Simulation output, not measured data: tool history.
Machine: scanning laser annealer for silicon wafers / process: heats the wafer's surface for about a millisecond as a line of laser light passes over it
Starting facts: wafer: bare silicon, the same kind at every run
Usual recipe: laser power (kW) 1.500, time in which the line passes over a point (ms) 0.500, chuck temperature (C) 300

| run | hour | laser power (kW) | time in which the line passes over a point (ms) | chuck temperature (C) | highest temperature of the surface (C) |
|---|---|---|---|---|---|
| 1 | 0.0 | 1.500 | 0.500 | 300 | 1065 |
| 2 | 38.4 | 1.500 | 0.500 | 300 | 1063 |
| 3 | 83.8 | 1.500 | 0.500 | 300 | 1059 |
| 4 | 137.3 | 1.500 | 0.459 | 300 | 1021 |
| 5 | 208.7 | 1.500 | 0.459 | 300 | 1020 |
| 6 | 263.1 | 1.500 | 0.459 | 300 | 1022 |
| 7 | 344.0 | 1.500 | 0.459 | 300 | 1017 |
| 8 | 398.5 | 1.500 | 0.350 | 300 | 915 |
|  | 405.7 | window over the wafer cleaned |
| 9 | 482.7 | 1.429 | 0.350 | 300 | 905 |
|  | 520.1 | optics aligned, line set to its width |
| 10 | 539.8 | 1.500 | 0.355 | 300 | 943 |
| 11 | 597.1 | 1.500 | 0.355 | 300 | 943 |
| 12 | 684.4 | 1.500 | 0.355 | 300 | 942 |
| 13 | 770.8 | 1.500 | 0.355 | 300 | 934 |
|  | 779.6 | laser's power meter calibrated |
| 14 | 850.7 | 1.500 | 0.355 | 300 | 940 |
| 15 | 902.9 | 1.500 | 0.355 | 300 | 938 |
| 16 | 950.8 | 1.321 | 0.500 | 300 | 984 |
| 17 | 1030.1 | 1.621 | 0.500 | 300 | 1126 |
|  | 1058.6 | laser's power meter calibrated, once more |
| 18 | 1125.3 | 1.621 | 0.500 | 300 | 1109 |
|  | 1141.0 | window over the wafer cleaned |
| 19 | 1198.6 | 1.621 | 0.500 | 300 | 1129 |
| 20 | 1266.7 | 1.500 | 0.500 | 334 | 1103 |
| 21 | 1356.8 | 1.353 | 0.565 | 272 | 1017 |
| 22 | 1441.3 | 1.353 | 0.368 | 290 | 876 |
| 23 | 1525.1 | 1.329 | 0.364 | 289 | 859 |
| 24 | 1570.0 | 1.329 | 0.364 | 289 | 857 |
| 25 | 1627.5 | 1.630 | 0.356 | 325 | 1001 |
| 26 | 1684.5 | 1.630 | 0.356 | 325 | 1002 |
| 27 | 1759.0 | 1.630 | 0.356 | 325 | 999 |
| 28 | 1821.3 | 1.594 | 0.589 | 286 | 1159 |
|  | 1866.0 | window over the wafer cleaned |
| 29 | 1908.1 | 1.360 | 0.578 | 338 | 1104 |
| 30 | 1997.3 | 1.446 | 0.552 | 338 | 1123 |
| 31 | 2081.0 | 1.500 | 0.566 | 301 | 1125 |
| 32 | 2159.1 | 1.347 | 0.500 | 261 | 952 |
| 33 | 2237.6 | 1.347 | 0.500 | 261 | 952 |
| 34 | 2317.9 | 1.347 | 0.500 | 261 | 949 |
| 35 | 2382.3 | 1.347 | 0.500 | 261 | 947 |
| 36 | 2440.1 | 1.500 | 0.500 | 301 | 1060 |
| 37 | 2531.8 | 1.412 | 0.500 | 336 | 1048 |
| 38 | 2571.0 | 1.412 | 0.500 | 336 | 1046 |
|  | 2595.4 | window over the wafer cleaned |
| 39 | 2623.0 | 1.343 | 0.398 | 314 | 930 |

3 ways to go on from here, each from the tool as it stands after run 39. What would each give?
| A | 2680.3 | 1.602 | 0.396 | 295 | ? |
| B | 2680.3 | 1.610 | 0.506 | 307 | ? |
| C | 2680.3 | 1.388 | 0.367 | 330 | ? |

| run | highest temperature of the surface (C) |
|---|---|
| A | 1020 |
| B | 1142 |
| C | 940 |
What these runs would have given with no unlogged condition in the tool:
| run | highest temperature of the surface (C) |
|---|---|
| A | 1021 |
| B | 1143 |
| C | 941 |
